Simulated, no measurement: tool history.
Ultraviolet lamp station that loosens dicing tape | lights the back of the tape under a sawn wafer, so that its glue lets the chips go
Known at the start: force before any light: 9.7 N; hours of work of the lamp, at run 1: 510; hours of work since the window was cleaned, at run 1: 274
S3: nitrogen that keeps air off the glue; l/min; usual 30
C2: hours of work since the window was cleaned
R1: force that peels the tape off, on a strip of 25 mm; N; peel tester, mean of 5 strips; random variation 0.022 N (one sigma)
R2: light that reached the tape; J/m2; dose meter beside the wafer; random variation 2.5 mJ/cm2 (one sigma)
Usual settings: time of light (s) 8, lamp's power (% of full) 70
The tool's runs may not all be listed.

run 1 day=0 | time_of_light_(s)=8 lamp's_power_(%_of_full)=70 S3=30 | hours_of_work_of_the_lamp=510 C2=274 | R1=1.95 R2=2200
run 2 day=1.862 | time_of_light_(s)=8 lamp's_power_(%_of_full)=70 S3=30 | hours_of_work_of_the_lamp=539 C2=303 | R1=2.082 R2=2150
run 3 day=4.129 | time_of_light_(s)=8 lamp's_power_(%_of_full)=73 S3=30 | hours_of_work_of_the_lamp=574 C2=338 | R1=1.906 R2=2120
run 4 day=6.454 | time_of_light_(s)=8 lamp's_power_(%_of_full)=73 S3=30 | hours_of_work_of_the_lamp=610 C2=373 | R1=2.12 R2=2120
-- day=7.112 window cleaned of glue's vapour
run 5 day=9.171 | time_of_light_(s)=8 lamp's_power_(%_of_full)=73 S3=30 | hours_of_work_of_the_lamp=651 C2=32 | R1=2.418 R2=1910
run 6 day=10.729 | time_of_light_(s)=8 lamp's_power_(%_of_full)=73 S3=30 | hours_of_work_of_the_lamp=675 C2=56 | R1=2.429 R2=1860
run 7 day=11.996 | time_of_light_(s)=8 lamp's_power_(%_of_full)=73 S3=30 | hours_of_work_of_the_lamp=695 C2=75 | R1=2.507 R2=1860
run 8 day=14.15 | time_of_light_(s)=8 lamp's_power_(%_of_full)=73 S3=30 | hours_of_work_of_the_lamp=728 C2=108 | R1=2.466 R2=1770
-- day=14.667 window cleaned of glue's vapour, once more
run 9 day=15.896 | time_of_light_(s)=8 lamp's_power_(%_of_full)=71 S3=30 | hours_of_work_of_the_lamp=754 C2=19 | R1=2.202 R2=2020
run 10 day=17.338 | time_of_light_(s)=8 lamp's_power_(%_of_full)=70 S3=24 | hours_of_work_of_the_lamp=777 C2=41 | R1=2.602 R2=1970
run 11 day=18.988 | time_of_light_(s)=8 lamp's_power_(%_of_full)=70 S3=43 | hours_of_work_of_the_lamp=802 C2=67 | R1=1.979 R2=1930
run 12 day=21.7 | time_of_light_(s)=8 lamp's_power_(%_of_full)=70 S3=28 | hours_of_work_of_the_lamp=844 C2=108 | R1=2.605 R2=1810
run 13 day=23.717 | time_of_light_(s)=5 lamp's_power_(%_of_full)=96 S3=21 | hours_of_work_of_the_lamp=875 C2=139 | R1=3.726 R2=1530
run 14 day=26.108 | time_of_light_(s)=8 lamp's_power_(%_of_full)=93 S3=11 | hours_of_work_of_the_lamp=912 C2=176 | R1=3.186 R2=2260
run 15 day=28.188 | time_of_light_(s)=14 lamp's_power_(%_of_full)=93 S3=30 | hours_of_work_of_the_lamp=944 C2=208 | R1=0.605 R2=3890
-- day=28.383 lamp changed
run 16 day=30.525 | time_of_light_(s)=14 lamp's_power_(%_of_full)=93 S3=30 | hours_of_work_of_the_lamp=33 C2=244 | R1=0.135 R2=6540
run 17 day=33.525 | time_of_light_(s)=16 lamp's_power_(%_of_full)=66 S3=30 | hours_of_work_of_the_lamp=79 C2=290 | R1=0.277 R2=5250
run 18 day=34.988 | time_of_light_(s)=16 lamp's_power_(%_of_full)=66 S3=30 | hours_of_work_of_the_lamp=102 C2=313 | R1=0.286 R2=5050
run 19 day=37.558 | time_of_light_(s)=16 lamp's_power_(%_of_full)=66 S3=30 | hours_of_work_of_the_lamp=141 C2=352 | R1=0.319 R2=4960
-- day=39.496 window cleaned of glue's vapour
run 20 day=39.65 | time_of_light_(s)=16 lamp's_power_(%_of_full)=66 S3=30 | hours_of_work_of_the_lamp=173 C2=2 | R1=0.26 R2=5300
run 21 day=42.329 | time_of_light_(s)=16 lamp's_power_(%_of_full)=66 S3=30 | hours_of_work_of_the_lamp=215 C2=44 | R1=0.281 R2=5090
run 22 day=44.571 | time_of_light_(s)=16 lamp's_power_(%_of_full)=66 S3=30 | hours_of_work_of_the_lamp=249 C2=78 | R1=0.302 R2=4930
run 23 day=47.717 | time_of_light_(s)=5 lamp's_power_(%_of_full)=62 S3=11 | hours_of_work_of_the_lamp=298 C2=127 | R1=4.688 R2=1430

The same runs without the tool's hidden state, with the same run-to-run variation:
The hidden state here: lamp's light, % of a new lamp's; light that the window lets through, % of a clean one's; drift of the gauge itself on peel_n, %; drift of the gauge itself on dose_mj_cm2, %.
run=1 R1=1.063 R2=3050
run=2 R1=1.09 R2=3070
run=3 R1=0.931 R2=3130
run=4 R1=0.991 R2=3200
run=5 R1=0.986 R2=3180
run=6 R1=0.966 R2=3170
run=7 R1=0.971 R2=3210
run=8 R1=0.917 R2=3160
run=9 R1=1.024 R2=3100
run=10 R1=1.272 R2=3080
run=11 R1=0.791 R2=3080
run=12 R1=1.121 R2=3040
run=13 R1=1.892 R2=2610
run=14 R1=1.385 R2=4030
run=15 R1=0.12 R2=7140
run=16 R1=0.109 R2=7110
run=17 R1=0.198 R2=5880
run=18 R1=0.196 R2=5750
run=19 R1=0.203 R2=5790
run=20 R1=0.201 R2=5800
run=21 R1=0.201 R2=5720
run=22 R1=0.198 R2=5700
run=23 R1=4.115 R2=1700

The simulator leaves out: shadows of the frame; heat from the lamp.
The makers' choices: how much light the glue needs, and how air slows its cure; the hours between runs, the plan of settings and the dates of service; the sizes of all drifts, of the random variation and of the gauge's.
